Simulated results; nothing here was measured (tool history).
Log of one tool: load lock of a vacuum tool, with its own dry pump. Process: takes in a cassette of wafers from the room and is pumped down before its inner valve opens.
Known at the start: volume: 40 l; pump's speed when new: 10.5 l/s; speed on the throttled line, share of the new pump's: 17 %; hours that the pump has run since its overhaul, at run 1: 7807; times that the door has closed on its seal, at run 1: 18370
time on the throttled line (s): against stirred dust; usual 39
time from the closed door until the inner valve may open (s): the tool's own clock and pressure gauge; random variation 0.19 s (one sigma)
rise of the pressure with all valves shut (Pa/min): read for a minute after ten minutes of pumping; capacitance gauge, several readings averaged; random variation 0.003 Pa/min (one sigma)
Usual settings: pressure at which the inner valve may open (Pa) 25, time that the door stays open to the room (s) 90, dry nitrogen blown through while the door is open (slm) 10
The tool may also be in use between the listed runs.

run	hour	time on the throttled line (s)	pressure at which the inner valve may open (Pa)	time that the door stays open to the room (s)	dry nitrogen blown through while the door is open (slm)	hours that the pump has run since its overhaul	times that the door has closed on its seal	incoming humidity of the room's air, %	time from the closed door until the inner valve may open (s)	rise of the pressure with all valves shut (Pa/min)
1	0	39	25	90	10	7807	18370	46.2	66.2	0.112
2	112.1	39	25	90	10	7919	18683	45.1	66.1	0.114
3	194.5	39	25	90	10	8001	18913	45.5	66.3	0.117
4	274.1	39	25	90	10	8081	19135	44	65.9	0.116
5	426.3	39	25	90	10	8233	19560	43.1	66	0.111
6	550.9	39	25	90	10	8357	19908	45.2	65.9	0.122
7	704.8	39	25	90	10	8511	20337	45.9	66.3	0.119
8	841.5	39	25	90	10	8648	20719	42.8	66.4	0.119
9	913.2	39	25	90	10	8720	20919	44.3	66.3	0.125
10	1067	39	25	90	10	8874	21348	46.1	66	0.128
11	1202.8	39	25	90	10	9009	21727	45.3	66.6	0.128
12	1300.6	39	37	90	10	9107	22000	45.2	64.8	0.131
13	1439	39	37	90	10	9246	22386	47.3	64.6	0.135
14	1592.8	39	37	90	10	9399	22816	45.8	64.9	0.132
15	1716.7	39	37	90	10	9523	23161	44.9	64.9	0.131
16	1791.3	49	37	90	10	9598	23369	45.7	73.2	0.132
17	1946.9	49	37	90	10	9753	23804	43.6	72.8	0.134
18	2021.4	49	37	90	10	9828	24012	45.1	73.4	0.136
19	2125.7	39	25	90	10	9932	24303	42.4	66.2	0.145
20	2256.6	26	25	90	44	10063	24668	41.5	56.4	0.125
21	2420.5	48	49	90	24	10227	25126	43.6	71.2	0.135
22	2580.6	39	30	70	34	10387	25572	45.3	66	0.136
23	2691.6	39	25	90	37	10498	25882	47.5	66.8	0.139
24	2770	22	27	86	7	10577	26101	48	52.8	0.154
25	2885.7	39	30	90	10	10692	26424	45.7	66.5	0.156
26	2976	39	36	90	10	10783	26676	46.7	65.6	0.161
27	3071.8	39	36	90	10	10878	26943	43.7	65.3	0.146
28	3217.1	23	25	55	32	11024	27349	45.1	53.9	0.141
29	3389.8	23	25	55	32	11196	27831	45.1	53.9	0.142
30	3560	23	25	27	32	11367	28306	47.8	53.8	0.143
31	3686.6	26	24	239	10	11493	28659	51	56.6	0.204
32	3772.6	23	33	204	4	11579	28899	43.4	53.1	0.198
33	3893.2	52	25	90	43	11700	29236	46.6	78	0.16
34	4012.4	52	25	202	43	11819	29568	45	77.5	0.172
35	4130.6	22	19	184	36	11937	29898	45.8	54.3	0.176
36	4225.7	50	21	90	10	12032	30164	44.4	77.1	0.181
37	4327.5	50	34	88	10	12134	30448	49.7	75.3	0.183

3 ways to go on from here, each from the tool as it stands after run 37. What would each give?
A	4486	24	23	35	10	12293	30890	46.1	?	?
B	4486	48	22	90	16	12293	30890	44.1	?	?
C	4486	39	33	47	12	12293	30890	50.5	?	?

run	time from the closed door until the inner valve may open (s)	rise of the pressure with all valves shut (Pa/min)
A	55.5	0.175
B	75.1	0.18
C	66.2	0.176
Without the tool's hidden state the same runs would have given:
run	time from the closed door until the inner valve may open (s)	rise of the pressure with all valves shut (Pa/min)
A	52.2	0.029
B	72.3	0.034
C	63.4	0.033

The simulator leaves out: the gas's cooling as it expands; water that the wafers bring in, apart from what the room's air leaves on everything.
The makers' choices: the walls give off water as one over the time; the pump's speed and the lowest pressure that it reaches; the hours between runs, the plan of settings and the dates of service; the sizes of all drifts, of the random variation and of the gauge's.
